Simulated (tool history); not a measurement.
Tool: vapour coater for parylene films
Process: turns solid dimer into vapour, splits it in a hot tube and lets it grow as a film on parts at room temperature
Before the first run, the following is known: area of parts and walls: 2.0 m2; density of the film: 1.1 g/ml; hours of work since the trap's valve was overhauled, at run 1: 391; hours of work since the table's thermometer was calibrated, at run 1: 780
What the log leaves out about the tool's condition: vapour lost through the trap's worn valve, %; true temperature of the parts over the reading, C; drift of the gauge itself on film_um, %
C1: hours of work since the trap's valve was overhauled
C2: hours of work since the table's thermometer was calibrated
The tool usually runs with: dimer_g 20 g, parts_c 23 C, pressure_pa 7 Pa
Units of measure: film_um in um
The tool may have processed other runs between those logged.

Run 1, day 0: usual settings; C1 391; C2 780. Result: film_um 3.67 um.
At day 2.175: trap's valve overhauled.
Run 2, day 3.288: usual settings but pressure_pa 3.43 Pa; C1 23; C2 846. Result: film_um 4.4 um.
Run 3, day 6.525: usual settings but parts_c 34 C, pressure_pa 3.43 Pa; C1 92; C2 915. Result: film_um 3.41 um.
Run 4, day 8.867: usual settings; C1 141; C2 964. Result: film_um 3.94 um.
Run 5, day 10.429: usual settings but parts_c 32 C; C1 174; C2 997. Result: film_um 3.14 um.
Run 6, day 12.079: usual settings but parts_c 32 C; C1 209; C2 1032. Result: film_um 3.11 um.
At day 13.788: table's thermometer calibrated.
Run 7, day 15.062: usual settings but parts_c 32 C; C1 271; C2 27. Result: film_um 3.1 um.
Run 8, day 18.562: usual settings but pressure_pa 3.38 Pa; C1 345; C2 101. Result: film_um 4.24 um.
Run 9, day 20.708: usual settings but dimer_g 11 g; C1 390; C2 146. Result: film_um 2.08 um.
Run 10, day 22.629: usual settings; C1 431; C2 187. Result: film_um 3.75 um.
At day 23.054: trap's valve overhauled.
Run 11, day 24.208: usual settings; C1 24; C2 216. Result: film_um 4.07 um.
Run 12, day 26.438: usual settings; C1 71; C2 264. Result: film_um 3.94 um.
Run 13, day 28.517: usual settings but parts_c 26 C; C1 115; C2 307. Result: film_um 3.65 um.
Run 14, day 31.596: usual settings but parts_c 26 C; C1 180; C2 372. Result: film_um 3.65 um.
Run 15, day 33.358: usual settings but parts_c 26 C; C1 218; C2 410. Result: film_um 3.57 um.
Run 16, day 36.771: usual settings but parts_c 26 C; C1 290; C2 482. Result: film_um 3.57 um.
Run 17, day 39.492: usual settings but parts_c 26 C; C1 347; C2 539. Result: film_um 3.52 um.
Run 18, day 42.983: usual settings but parts_c 26 C; C1 421; C2 613. Result: film_um 3.45 um.
At day 43.696: trap's valve overhauled.
Run 19, day 46.142: usual settings but parts_c 26 C; C1 52; C2 676. Result: film_um 3.72 um.
Run 20, day 48.75: usual settings but dimer_g 15 g, parts_c 28 C, pressure_pa 5.81 Pa; C1 107; C2 731. Result: film_um 2.74 um.
Run 21, day 50.854: usual settings; C1 151; C2 776. Result: film_um 3.91 um.
Run 22, day 54.217: usual settings but dimer_g 34 g, parts_c 21 C, pressure_pa 10.02 Pa; C1 222; C2 847. Result: film_um 6.43 um.
Run 23, day 57.467: usual settings but dimer_g 19 g, parts_c 29 C, pressure_pa 2.73 Pa; C1 291; C2 915. Result: film_um 3.64 um.
Run 24, day 60.617: usual settings but dimer_g 21 g, parts_c 24 C, pressure_pa 3.5 Pa; C1 357; C2 982. Result: film_um 4.22 um.
Run 25, day 63.462: usual settings but dimer_g 22 g, parts_c 30 C, pressure_pa 4.38 Pa; C1 417; C2 1042. Result: film_um 3.7 um.
At day 64.488: trap's valve overhauled.
At day 65.033: table's thermometer calibrated.
Run 26, day 65.346: usual settings but dimer_g 9 g, parts_c 18 C, pressure_pa 2.09 Pa; C1 17; C2 7. Result: film_um 2.48 um.
Run 27, day 66.983: usual settings but dimer_g 16 g, pressure_pa 3.98 Pa; C1 52; C2 41. Result: film_um 3.52 um.
Run 28, day 68.508: usual settings but dimer_g 15 g, parts_c 17 C, pressure_pa 2.13 Pa; C1 84; C2 73. Result: film_um 4.11 um.
Run 29, day 71.575: usual settings but dimer_g 26 g, pressure_pa 2.34 Pa; C1 149; C2 138. Result: film_um 6.07 um.
Run 30, day 73.762: usual settings but dimer_g 26 g, pressure_pa 2.34 Pa; C1 195; C2 184. Result: film_um 5.94 um.
Run 31, day 77.2: usual settings but parts_c 17 C, pressure_pa 5.07 Pa; C1 268; C2 257. Result: film_um 4.51 um.

Had the tool no unlogged condition, and each run kept its random variation, what would the results have been?
run  film_um
  1     4.02
  2     4.49
  3     3.52
  4     4.11
  5     3.29
  6     3.28
  7     3.26
  8     4.53
  9     2.24
 10     4.07
 11      4.1
 12     4.01
 13     3.75
 14     3.79
 15     3.74
 16     3.79
 17     3.78
 18     3.76
 19     3.81
 20     2.83
 21     4.07
 22     6.78
 23      3.9
 24     4.58
 25     4.07
 26     2.49
 27     3.55
 28     4.18
 29     6.24
 30     6.17
 31     4.75
